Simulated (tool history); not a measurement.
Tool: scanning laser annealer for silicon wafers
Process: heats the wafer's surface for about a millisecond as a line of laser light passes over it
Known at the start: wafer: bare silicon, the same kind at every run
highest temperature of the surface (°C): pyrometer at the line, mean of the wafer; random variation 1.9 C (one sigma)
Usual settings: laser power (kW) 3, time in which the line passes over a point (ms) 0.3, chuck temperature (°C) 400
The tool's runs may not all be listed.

run   hour  laser power (kW)  time in which the line passes over a point (ms)  chuck temperature (°C)  highest temperature of the surface (°C)
  1      0                 3                                              0.3                     400                                     1114
  2   60.1                 3                                              0.3                     400                                     1114
      79.9  -- window over the wafer cleaned
  3  109.1                 3                                              0.3                     400                                     1118
  4  165.3                 3                                              0.3                     400                                     1115
  5  218.9                 3                                              0.3                     400                                     1114
  6  249.4                 3                                              0.3                     422                                     1140
  7  294.8                 3                                              0.3                     422                                     1136
  8  337.4                 3                                              0.3                     422                                     1136
  9  381.7                 3                                              0.3                     422                                     1135
 10  421.9                 3                                              0.3                     422                                     1138
 11  475.6             3.245                                            0.281                     362                                     1128

Forecast run 12:
 12  504.3                 3                                            0.258                     390                                        ?

{"run 12": {"highest temperature of the surface (°C)": 1057}}
Without the tool's hidden state the same run would have given highest temperature of the surface (°C) 1058.

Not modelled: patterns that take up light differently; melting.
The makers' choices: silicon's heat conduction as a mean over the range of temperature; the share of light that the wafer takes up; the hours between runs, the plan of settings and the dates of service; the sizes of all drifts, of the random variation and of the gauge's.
